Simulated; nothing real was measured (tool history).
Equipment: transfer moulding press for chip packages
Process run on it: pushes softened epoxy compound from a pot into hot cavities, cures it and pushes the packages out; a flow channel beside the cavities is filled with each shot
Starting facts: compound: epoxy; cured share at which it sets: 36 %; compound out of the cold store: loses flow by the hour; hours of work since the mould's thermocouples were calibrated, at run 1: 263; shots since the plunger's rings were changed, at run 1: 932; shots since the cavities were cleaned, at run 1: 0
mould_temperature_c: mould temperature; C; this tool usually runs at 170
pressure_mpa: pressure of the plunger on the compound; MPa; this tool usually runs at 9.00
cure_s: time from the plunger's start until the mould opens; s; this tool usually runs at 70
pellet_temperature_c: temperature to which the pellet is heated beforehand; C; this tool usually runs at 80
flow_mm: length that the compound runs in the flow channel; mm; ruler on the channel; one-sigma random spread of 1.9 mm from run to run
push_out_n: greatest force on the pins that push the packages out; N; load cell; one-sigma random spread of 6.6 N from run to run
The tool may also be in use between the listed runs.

run	hour	mould_temperature_c	pressure_mpa	cure_s	pellet_temperature_c	hours of work since the mould's thermocouples were calibrated	shots since the plunger's rings were changed	shots since the cavities were cleaned	incoming compound's hours out of the cold store	flow_mm	push_out_n
1	0.0	170	9.00	70	80	263	932	0	33.7	603	283
2	21.4	170	9.00	70	80	279	1312	380	40.9	581	276
3	39.3	170	9.00	70	80	293	1630	698	16.2	657	291
# hour 50.1: cavities cleaned with cleaning compound and waxed
4	60.4	170	10.23	70	80	307	1978	182	37.2	632	273
5	71.9	170	10.23	70	80	316	2183	387	41.1	621	262
6	93.7	170	9.00	70	80	333	2569	773	28.5	622	292
# hour 101.0: cavities cleaned with cleaning compound and waxed
7	113.5	170	9.00	70	80	347	2896	223	40.2	584	272
8	123.2	170	9.54	70	80	354	3068	395	33.3	620	284
9	140.2	170	9.54	70	80	367	3369	696	13.8	684	299
# hour 151.1: cavities cleaned with cleaning compound and waxed
10	158.1	170	9.54	70	80	379	3661	124	24.7	644	289
11	171.0	170	9.00	70	80	389	3889	352	25.6	626	286
12	180.7	170	9.00	70	80	396	4062	525	24.8	628	285
13	198.7	170	9.00	70	80	410	4381	844	21.8	638	282
# hour 202.0: cavities cleaned with cleaning compound and waxed
14	221.7	170	9.00	70	80	426	4763	350	31.9	607	270
15	233.1	175	9.43	96	80	435	4966	553	28.7	619	188
16	247.9	170	9.16	70	77	446	5228	815	21.0	641	289
# hour 251.8: cavities cleaned with cleaning compound and waxed
17	265.8	167	10.81	70	80	458	5520	249	47.7	629	322
18	277.5	167	10.81	70	80	467	5729	458	40.7	650	333
19	293.5	166	10.08	70	80	479	6013	742	42.9	621	352
# hour 302.5: cavities cleaned with cleaning compound and waxed
20	307.0	170	8.17	69	80	489	6226	80	18.3	617	289
21	317.5	170	9.00	60	73	496	6411	265	25.4	628	408
22	335.6	163	6.86	73	86	510	6734	588	12.9	602	461
# hour 344.6: plunger's sealing rings changed
# hour 355.0: cavities cleaned with cleaning compound and waxed
23	356.5	163	7.55	73	72	523	185	27	34.1	571	430
24	367.7	163	7.55	73	72	531	384	226	17.2	618	454
25	383.7	170	7.55	50	72	544	667	509	18.4	592	663
26	400.1	170	7.55	50	72	556	959	801	10.7	619	658
# hour 404.7: cavities cleaned with cleaning compound and waxed
27	414.3	164	8.39	55	77	566	1184	170	38.3	582	689
28	434.8	175	8.32	72	73	581	1549	535	27.7	584	222

Measured result minus the same run's result without the hidden state. Both carry the same run-to-run variation, though not necessarily the same gauge scatter:
What the log doesn't record here: true mould temperature over the reading, C; pressure that reaches the compound, % of what is set; grip of the stained cavities, % over clean ones'; drift of the gauge itself on flow_mm, %; drift of the gauge itself on push_out_n, %.
run	push_out_n
1	+0
2	+3
3	+5
4	+2
5	+3
6	+5
7	+2
8	+4
9	+5
10	+2
11	+3
12	+4
13	+5
14	+3
15	+3
16	+5
17	+3
18	+4
19	+6
20	+1
21	+4
22	+7
23	+0
24	+3
25	+9
26	+12
27	+4
28	+3
flow_mm: differs from the measured result by no more than 1 mm in any run.
